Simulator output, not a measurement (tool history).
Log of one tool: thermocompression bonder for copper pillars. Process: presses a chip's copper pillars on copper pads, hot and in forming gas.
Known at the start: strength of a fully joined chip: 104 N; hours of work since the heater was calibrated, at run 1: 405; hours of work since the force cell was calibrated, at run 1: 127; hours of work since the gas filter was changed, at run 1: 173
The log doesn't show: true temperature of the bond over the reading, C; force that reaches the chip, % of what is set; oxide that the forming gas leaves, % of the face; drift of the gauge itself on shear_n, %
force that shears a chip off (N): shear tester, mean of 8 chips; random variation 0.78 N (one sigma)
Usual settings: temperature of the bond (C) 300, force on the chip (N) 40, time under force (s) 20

| run | hour | temperature of the bond (C) | force on the chip (N) | time under force (s) | hours of work since the heater was calibrated | hours of work since the force cell was calibrated | hours of work since the gas filter was changed | force that shears a chip off (N) |
|---|---|---|---|---|---|---|---|---|
| 1 | 0.0 | 300 | 40 | 20 | 405 | 127 | 173 | 77.4 |
| 2 | 22.0 | 300 | 40 | 20 | 416 | 138 | 183 | 78.0 |
| 3 | 55.9 | 300 | 40 | 20 | 432 | 154 | 199 | 77.1 |
| 4 | 80.0 | 300 | 40 | 20 | 444 | 166 | 211 | 77.3 |
| 5 | 102.2 | 300 | 40 | 20 | 455 | 176 | 222 | 75.7 |
|  | 106.8 | heater calibrated with a thermocouple chip |
| 6 | 127.4 | 300 | 40 | 20 | 10 | 188 | 233 | 77.6 |
|  | 138.6 | forming gas filter changed |
| 7 | 162.3 | 300 | 40 | 20 | 26 | 204 | 11 | 84.8 |
| 8 | 193.7 | 300 | 40 | 20 | 42 | 219 | 27 | 84.5 |
| 9 | 213.6 | 329 | 37 | 31 | 51 | 229 | 36 | 98.7 |
| 10 | 243.6 | 330 | 40 | 20 | 66 | 243 | 51 | 94.3 |
| 11 | 268.2 | 319 | 29 | 11 | 77 | 255 | 62 | 71.6 |
|  | 278.6 | heater calibrated with a thermocouple chip, once more |
| 12 | 303.1 | 319 | 29 | 11 | 12 | 271 | 78 | 63.1 |
| 13 | 333.2 | 300 | 41 | 16 | 26 | 285 | 93 | 71.3 |
| 14 | 356.9 | 300 | 41 | 16 | 38 | 297 | 104 | 72.1 |
| 15 | 390.1 | 300 | 56 | 23 | 54 | 313 | 120 | 90.2 |
| 16 | 416.7 | 300 | 56 | 23 | 67 | 326 | 133 | 88.7 |

4 ways to go on from here, each from the tool as it stands after run 16. What would each give?
| A | 444.7 | 326 | 34 | 23 | 80 | 339 | 146 | ? |
| B | 444.7 | 300 | 40 | 38 | 80 | 339 | 146 | ? |
| C | 444.7 | 307 | 32 | 14 | 80 | 339 | 146 | ? |
| D | 444.7 | 300 | 56 | 18 | 80 | 339 | 146 | ? |

| run | force that shears a chip off (N) |
|---|---|
| A | 86.3 |
| B | 85.5 |
| C | 63.8 |
| D | 86.8 |
Without the tool's hidden state the same runs would have given:
| run | force that shears a chip off (N) |
|---|---|
| A | 87.5 |
| B | 86.6 |
| C | 63.4 |
| D | 87.9 |
